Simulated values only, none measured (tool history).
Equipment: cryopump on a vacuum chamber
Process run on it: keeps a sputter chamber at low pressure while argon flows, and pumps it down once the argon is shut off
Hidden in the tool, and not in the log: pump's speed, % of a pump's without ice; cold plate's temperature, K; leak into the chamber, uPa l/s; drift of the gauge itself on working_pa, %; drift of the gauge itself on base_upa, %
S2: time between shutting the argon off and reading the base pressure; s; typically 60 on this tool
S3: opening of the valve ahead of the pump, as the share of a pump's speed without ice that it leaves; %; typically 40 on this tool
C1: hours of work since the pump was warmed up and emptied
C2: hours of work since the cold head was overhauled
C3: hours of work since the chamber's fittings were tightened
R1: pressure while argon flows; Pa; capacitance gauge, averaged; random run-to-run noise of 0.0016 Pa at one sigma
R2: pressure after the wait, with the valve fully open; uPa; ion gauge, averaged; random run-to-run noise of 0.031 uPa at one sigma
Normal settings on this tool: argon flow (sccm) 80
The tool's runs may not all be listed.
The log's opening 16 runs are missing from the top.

Run 17, hour 901.0: usual settings; C1 183; C2 1305; C3 1367. Result: R1 0.3749 Pa, R2 3.89 uPa.
Run 18, hour 938.9: usual settings; C1 204; C2 1327; C3 1389. Result: R1 0.3776 Pa, R2 3.97 uPa.
Run 19, hour 1000.1: usual settings; C1 240; C2 1362; C3 1424. Result: R1 0.3775 Pa, R2 4.13 uPa.
Run 20, hour 1035.9: usual settings but argon flow (sccm) 52, S2 69 s, S3 16 %; C1 260; C2 1383; C3 1445. Result: R1 0.6098 Pa, R2 4.05 uPa.
At hour 1069.7: leaking fittings of the chamber tightened, without venting.
Run 21, hour 1077.0: usual settings but S2 51 s, S3 18 %; C1 283; C2 1405; C3 4. Result: R1 0.8335 Pa, R2 1.90 uPa.
Run 22, hour 1112.1: usual settings but argon flow (sccm) 54, S2 24 s; C1 303; C2 1425; C3 24. Result: R1 0.2571 Pa, R2 3.60 uPa.
Run 23, hour 1159.9: usual settings but argon flow (sccm) 71, S2 26 s, S3 48 %; C1 330; C2 1453; C3 52. Result: R1 0.2839 Pa, R2 3.36 uPa.
Run 24, hour 1223.4: usual settings but S2 255 s, S3 27 %; C1 367; C2 1489; C3 88. Result: R1 0.5643 Pa, R2 0.83 uPa.
Run 25, hour 1260.9: usual settings but argon flow (sccm) 91, S2 255 s, S3 27 %; C1 388; C2 1511; C3 110. Result: R1 0.6407 Pa, R2 0.88 uPa.
Run 26, hour 1320.9: usual settings but argon flow (sccm) 34, S2 94 s, S3 15 %; C1 423; C2 1545; C3 144. Result: R1 0.4277 Pa, R2 1.48 uPa.
Run 27, hour 1370.2: usual settings but argon flow (sccm) 34, S2 94 s, S3 15 %; C1 451; C2 1574; C3 173. Result: R1 0.4274 Pa, R2 1.48 uPa.
Run 28, hour 1418.3: usual settings but S2 224 s, S3 35 %; C1 479; C2 1601; C3 200. Result: R1 0.4419 Pa, R2 1.12 uPa.
Run 29, hour 1470.1: usual settings but S2 224 s, S3 35 %; C1 509; C2 1631; C3 230. Result: R1 0.4407 Pa, R2 1.18 uPa.
Run 30, hour 1537.1: usual settings but S2 224 s, S3 35 %; C1 547; C2 1670; C3 269. Result: R1 0.4447 Pa, R2 1.22 uPa.
Run 31, hour 1593.9: usual settings but S2 81 s; C1 580; C2 1702; C3 301. Result: R1 0.3966 Pa, R2 1.96 uPa.
Run 32, hour 1662.7: usual settings but argon flow (sccm) 43, S2 132 s, S3 50 %; C1 619; C2 1742; C3 341. Result: R1 0.1725 Pa, R2 1.70 uPa.
Run 33, hour 1701.5: usual settings but argon flow (sccm) 43, S2 21 s, S3 45 %; C1 642; C2 1764; C3 363. Result: R1 0.1900 Pa, R2 4.73 uPa.
Run 34, hour 1751.8: usual settings but argon flow (sccm) 43, S2 21 s, S3 45 %; C1 670; C2 1793; C3 392. Result: R1 0.1927 Pa, R2 4.78 uPa.
Run 35, hour 1806.1: usual settings but argon flow (sccm) 93, S2 87 s, S3 45 %; C1 702; C2 1824; C3 423. Result: R1 0.4174 Pa, R2 2.14 uPa.

Forecast each of these 3 alternatives for the next run:
Run A, hour 1871.5: usual settings but argon flow (sccm) 36, S2 87 s, S3 45 %; C1 739; C2 1862; C3 461. Result: R1 ?, R2 ?.
Run B, hour 1871.5: usual settings but S2 146 s; C1 739; C2 1862; C3 461. Result: R1 ?, R2 ?.
Run C, hour 1871.5: usual settings but argon flow (sccm) 74, S2 87 s, S3 20 %; C1 739; C2 1862; C3 461. Result: R1 ?, R2 ?.

run      R1    R2
  A  0.1615  2.23
  B  0.4036  1.92
  C  0.7106  2.20
Take away the tool's hidden state, keep each run's random variation, and the runs would have read:
run      R1    R2
  A  0.1467  1.23
  B  0.3705  0.88
  C  0.6802  1.20

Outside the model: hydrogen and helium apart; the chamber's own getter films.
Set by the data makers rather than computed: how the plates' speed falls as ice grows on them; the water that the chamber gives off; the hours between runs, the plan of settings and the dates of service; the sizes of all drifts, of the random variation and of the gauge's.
